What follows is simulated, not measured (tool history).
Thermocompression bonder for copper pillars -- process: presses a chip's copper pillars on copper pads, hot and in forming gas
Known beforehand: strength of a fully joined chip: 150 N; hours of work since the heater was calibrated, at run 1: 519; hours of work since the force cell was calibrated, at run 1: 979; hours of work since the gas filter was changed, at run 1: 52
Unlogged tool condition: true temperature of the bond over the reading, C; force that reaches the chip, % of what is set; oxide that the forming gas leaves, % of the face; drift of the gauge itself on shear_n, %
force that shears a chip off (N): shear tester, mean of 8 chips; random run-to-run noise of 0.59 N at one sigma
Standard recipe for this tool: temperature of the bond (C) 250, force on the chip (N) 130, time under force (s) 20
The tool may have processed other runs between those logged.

run	day	temperature of the bond (C)	force on the chip (N)	time under force (s)	hours of work since the heater was calibrated	hours of work since the force cell was calibrated	hours of work since the gas filter was changed	force that shears a chip off (N)
1	0	250	130	20	519	979	52	67.6
2	0.95	250	130	20	531	991	65	66
3	1.55	250	130	20	539	999	72	66.6
4	2.533	250	130	32	552	1011	85	77.4
5	3.446	250	130	20	563	1023	97	65.4
# day 4.067: force cell calibrated
6	4.538	250	130	10	577	6	110	53.1
7	5.879	223	130	10	594	23	127	35.9
8	7.046	223	130	10	609	38	142	36.4
9	7.675	250	151	20	617	47	151	75.4
# day 8.267: forming gas filter changed
10	8.496	250	130	20	628	57	3	75.1
11	9.129	250	130	20	636	65	11	73.8
12	10.162	250	130	20	649	78	24	74.5
13	10.95	250	130	20	659	88	35	73.3
14	12.012	250	130	20	673	102	48	71.9
15	12.692	250	130	20	682	111	57	71
16	13.833	250	130	20	696	126	72	71.2
17	14.975	250	130	20	711	140	87	69.6
18	16.062	250	130	20	725	155	101	70.6
19	17.175	236	130	20	739	169	115	58.4
20	18.154	236	130	20	752	181	128	57.4
21	19.062	226	93	21	764	193	139	35.8
22	19.604	270	104	34	771	200	146	81.8
# day 20.542: forming gas filter changed
23	20.596	242	121	16	783	213	1	58.9
24	21.892	248	182	38	800	229	17	110.8
25	22.938	248	182	38	814	243	31	110.9
26	23.762	259	130	57	824	254	42	107.9
27	24.654	259	130	57	836	265	53	107
28	25.558	238	91	20	847	277	65	43.5
29	26.104	238	91	20	854	284	72	43.2
30	27.129	238	91	20	868	297	85	42.4
31	28.342	235	90	24	883	313	101	44.2
32	28.983	242	90	55	892	321	109	65.7
33	29.688	232	115	18	901	330	118	47.4
34	30.938	232	115	18	917	346	134	46.3
35	32.275	250	98	46	934	363	151	69.1
# day 32.817: forming gas filter changed
36	32.854	249	96	25	941	371	0	60.6
37	33.771	250	88	20	953	382	12	51.5
38	34.775	270	168	20	966	395	25	106
39	35.925	270	168	20	981	410	40	105
40	36.808	270	168	20	992	422	51	104.4

Here are 3 independent what-if runs from the current tool condition. What would each one return?
A	37.542	259	168	30	1002	431	61	?
B	37.542	223	191	56	1002	431	61	?
C	37.542	274	191	20	1002	431	61	?

run	force that shears a chip off (N)
A	106.1
B	99
C	114.1
The same runs, with their run-to-run variation unchanged, on a tool lacking any hidden condition would have given:
run	force that shears a chip off (N)
A	109.7
B	101.8
C	118.3

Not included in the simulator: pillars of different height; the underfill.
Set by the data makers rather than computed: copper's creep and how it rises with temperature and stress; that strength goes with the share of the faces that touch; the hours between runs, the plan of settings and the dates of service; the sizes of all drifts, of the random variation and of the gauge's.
